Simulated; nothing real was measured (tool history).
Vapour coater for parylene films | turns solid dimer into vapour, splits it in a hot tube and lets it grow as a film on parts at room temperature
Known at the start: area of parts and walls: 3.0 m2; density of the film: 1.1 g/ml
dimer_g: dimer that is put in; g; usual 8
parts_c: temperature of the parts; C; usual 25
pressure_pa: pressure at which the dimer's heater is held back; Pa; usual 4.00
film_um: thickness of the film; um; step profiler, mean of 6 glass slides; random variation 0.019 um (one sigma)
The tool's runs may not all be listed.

{"run": 1, "day": 0.0, "dimer_g": 8, "parts_c": 25, "pressure_pa": 4.0, "film_um": 1.37}
{"run": 2, "day": 0.538, "dimer_g": 8, "parts_c": 25, "pressure_pa": 4.0, "film_um": 1.37}
{"run": 3, "day": 1.633, "dimer_g": 8, "parts_c": 25, "pressure_pa": 2.65, "film_um": 1.4}
{"run": 4, "day": 2.379, "dimer_g": 8, "parts_c": 25, "pressure_pa": 4.0, "film_um": 1.36}
{"run": 5, "day": 3.25, "dimer_g": 8, "parts_c": 25, "pressure_pa": 4.0, "film_um": 1.33}
{"run": 6, "day": 4.358, "dimer_g": 8, "parts_c": 25, "pressure_pa": 4.0, "film_um": 1.37}
{"run": 7, "day": 4.892, "dimer_g": 8, "parts_c": 25, "pressure_pa": 4.0, "film_um": 1.34}
{"run": 8, "day": 5.433, "dimer_g": 8, "parts_c": 25, "pressure_pa": 4.0, "film_um": 1.34}
{"run": 9, "day": 6.404, "dimer_g": 8, "parts_c": 25, "pressure_pa": 4.0, "film_um": 1.34}
{"run": 10, "day": 7.208, "dimer_g": 8, "parts_c": 25, "pressure_pa": 4.0, "film_um": 1.35}
{"run": 11, "day": 8.192, "dimer_g": 8, "parts_c": 25, "pressure_pa": 4.0, "film_um": 1.34}
{"day": 8.438, "done": "trap's valve overhauled"}
{"run": 12, "day": 9.442, "dimer_g": 8, "parts_c": 25, "pressure_pa": 7.77, "film_um": 1.27}
{"run": 13, "day": 10.038, "dimer_g": 8, "parts_c": 25, "pressure_pa": 4.0, "film_um": 1.29}
{"day": 10.625, "done": "trap's valve overhauled, once more"}
{"run": 14, "day": 10.942, "dimer_g": 8, "parts_c": 25, "pressure_pa": 4.0, "film_um": 1.35}
{"run": 15, "day": 12.021, "dimer_g": 8, "parts_c": 25, "pressure_pa": 4.0, "film_um": 1.34}
{"run": 16, "day": 13.033, "dimer_g": 8, "parts_c": 25, "pressure_pa": 4.0, "film_um": 1.32}
{"run": 17, "day": 13.562, "dimer_g": 11, "parts_c": 27, "pressure_pa": 4.0, "film_um": 1.73}
{"run": 18, "day": 14.129, "dimer_g": 6, "parts_c": 22, "pressure_pa": 7.79, "film_um": 1.02}
{"run": 19, "day": 14.6, "dimer_g": 8, "parts_c": 20, "pressure_pa": 11.41, "film_um": 1.42}
{"run": 20, "day": 15.667, "dimer_g": 3, "parts_c": 31, "pressure_pa": 10.19, "film_um": 0.4}
{"run": 21, "day": 16.438, "dimer_g": 3, "parts_c": 31, "pressure_pa": 10.19, "film_um": 0.38}
{"run": 22, "day": 16.912, "dimer_g": 8, "parts_c": 25, "pressure_pa": 10.3, "film_um": 1.27}
{"run": 23, "day": 17.929, "dimer_g": 8, "parts_c": 25, "pressure_pa": 10.3, "film_um": 1.27}
{"run": 24, "day": 19.004, "dimer_g": 5, "parts_c": 26, "pressure_pa": 3.01, "film_um": 0.82}
{"run": 25, "day": 19.992, "dimer_g": 12, "parts_c": 27, "pressure_pa": 11.63, "film_um": 1.77}
{"run": 26, "day": 20.946, "dimer_g": 12, "parts_c": 27, "pressure_pa": 11.63, "film_um": 1.72}
{"run": 27, "day": 21.475, "dimer_g": 12, "parts_c": 27, "pressure_pa": 11.63, "film_um": 1.75}
{"run": 28, "day": 22.458, "dimer_g": 12, "parts_c": 27, "pressure_pa": 11.63, "film_um": 1.72}

3 ways to go on from here, each from the tool as it stands after run 28. What would each give?
{"run": "A", "day": 23.308, "dimer_g": 4, "parts_c": 25, "pressure_pa": 2.44, "film_um": "?"}
{"run": "B", "day": 23.308, "dimer_g": 8, "parts_c": 21, "pressure_pa": 2.82, "film_um": "?"}
{"run": "C", "day": 23.308, "dimer_g": 8, "parts_c": 21, "pressure_pa": 6.66, "film_um": "?"}

run=A film_um=0.67
run=B film_um=1.47
run=C film_um=1.40
Without the tool's hidden state the same runs would have given:
run=A film_um=0.70
run=B film_um=1.55
run=C film_um=1.47
